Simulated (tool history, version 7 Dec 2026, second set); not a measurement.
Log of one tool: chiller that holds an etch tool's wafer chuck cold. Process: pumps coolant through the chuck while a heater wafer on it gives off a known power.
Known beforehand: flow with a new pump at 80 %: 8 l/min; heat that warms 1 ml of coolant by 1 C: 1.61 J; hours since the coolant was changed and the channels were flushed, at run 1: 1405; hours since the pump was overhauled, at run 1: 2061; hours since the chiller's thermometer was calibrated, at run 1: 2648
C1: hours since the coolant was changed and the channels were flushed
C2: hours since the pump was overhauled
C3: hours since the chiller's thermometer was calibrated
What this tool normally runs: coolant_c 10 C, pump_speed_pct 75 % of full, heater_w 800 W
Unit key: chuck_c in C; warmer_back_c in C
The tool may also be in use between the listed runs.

run 1 day=0 | coolant_c=10 pump_speed_pct=75 heater_w=800 | C1=1405 C2=2061 C3=2648 | chuck_c=20.3 warmer_back_c=4.14
run 2 day=1.762 | coolant_c=10 pump_speed_pct=75 heater_w=889 | C1=1447 C2=2103 C3=2690 | chuck_c=21.6 warmer_back_c=4.6
run 3 day=3.454 | coolant_c=10 pump_speed_pct=75 heater_w=800 | C1=1488 C2=2144 C3=2730 | chuck_c=20.5 warmer_back_c=4.16
run 4 day=6.229 | coolant_c=10 pump_speed_pct=75 heater_w=800 | C1=1554 C2=2211 C3=2797 | chuck_c=20.2 warmer_back_c=4.11
run 5 day=9.1 | coolant_c=10 pump_speed_pct=80 heater_w=800 | C1=1623 C2=2280 C3=2866 | chuck_c=19.9 warmer_back_c=3.84
run 6 day=11.071 | coolant_c=10 pump_speed_pct=75 heater_w=485 | C1=1670 C2=2327 C3=2913 | chuck_c=16 warmer_back_c=2.55
run 7 day=12.312 | coolant_c=10 pump_speed_pct=75 heater_w=485 | C1=1700 C2=2357 C3=2943 | chuck_c=16.1 warmer_back_c=2.51
run 8 day=14.633 | coolant_c=10 pump_speed_pct=75 heater_w=485 | C1=1756 C2=2412 C3=2999 | chuck_c=16.2 warmer_back_c=2.56
run 9 day=17.008 | coolant_c=10 pump_speed_pct=75 heater_w=485 | C1=1813 C2=2469 C3=3056 | chuck_c=16.2 warmer_back_c=2.5
run 10 day=19.708 | coolant_c=10 pump_speed_pct=75 heater_w=485 | C1=1878 C2=2534 C3=3121 | chuck_c=16.2 warmer_back_c=2.55
run 11 day=22.75 | coolant_c=10 pump_speed_pct=75 heater_w=800 | C1=1951 C2=2607 C3=3194 | chuck_c=20.3 warmer_back_c=4.11
run 12 day=25.667 | coolant_c=10 pump_speed_pct=75 heater_w=916 | C1=2021 C2=2677 C3=3264 | chuck_c=21.8 warmer_back_c=4.73
run 13 day=26.967 | coolant_c=10 pump_speed_pct=75 heater_w=916 | C1=2052 C2=2708 C3=3295 | chuck_c=21.9 warmer_back_c=4.76
run 14 day=28.212 | coolant_c=10 pump_speed_pct=75 heater_w=916 | C1=2082 C2=2738 C3=3325 | chuck_c=22 warmer_back_c=4.78
run 15 day=29.625 | coolant_c=10 pump_speed_pct=75 heater_w=916 | C1=2116 C2=2772 C3=3359 | chuck_c=21.8 warmer_back_c=4.67
run 16 day=31.242 | coolant_c=15 pump_speed_pct=75 heater_w=800 | C1=2155 C2=2811 C3=3397 | chuck_c=25.4 warmer_back_c=4.18
run 17 day=33.112 | coolant_c=15 pump_speed_pct=75 heater_w=800 | C1=2199 C2=2856 C3=3442 | chuck_c=25.3 warmer_back_c=4.15
run 18 day=35.712 | coolant_c=11 pump_speed_pct=75 heater_w=1080 | C1=2262 C2=2918 C3=3505 | chuck_c=25.3 warmer_back_c=5.6
run 19 day=37.221 | coolant_c=11 pump_speed_pct=75 heater_w=1080 | C1=2298 C2=2955 C3=3541 | chuck_c=25.4 warmer_back_c=5.55
run 20 day=40.25 | coolant_c=14 pump_speed_pct=67 heater_w=706 | C1=2371 C2=3027 C3=3614 | chuck_c=24.3 warmer_back_c=4.18
run 21 day=43.258 | coolant_c=14 pump_speed_pct=67 heater_w=706 | C1=2443 C2=3099 C3=3686 | chuck_c=24.2 warmer_back_c=4.24
run 22 day=44.817 | coolant_c=8 pump_speed_pct=69 heater_w=459 | C1=2480 C2=3137 C3=3723 | chuck_c=14.2 warmer_back_c=2.6
run 23 day=46.392 | coolant_c=7 pump_speed_pct=69 heater_w=459 | C1=2518 C2=3175 C3=3761 | chuck_c=13.3 warmer_back_c=2.58

Run 24, settings as shown, results not yet in. Your forecast:
run 24 day=47.821 | coolant_c=16 pump_speed_pct=75 heater_w=712 | C1=2552 C2=3209 C3=3795 | chuck_c=? warmer_back_c=?

{"run 24": {"chuck_c": 25.4, "warmer_back_c": 3.7}}
The same run, on a tool lacking any hidden state, would have yielded chuck_c 25.1 C, warmer_back_c 3.55 C.
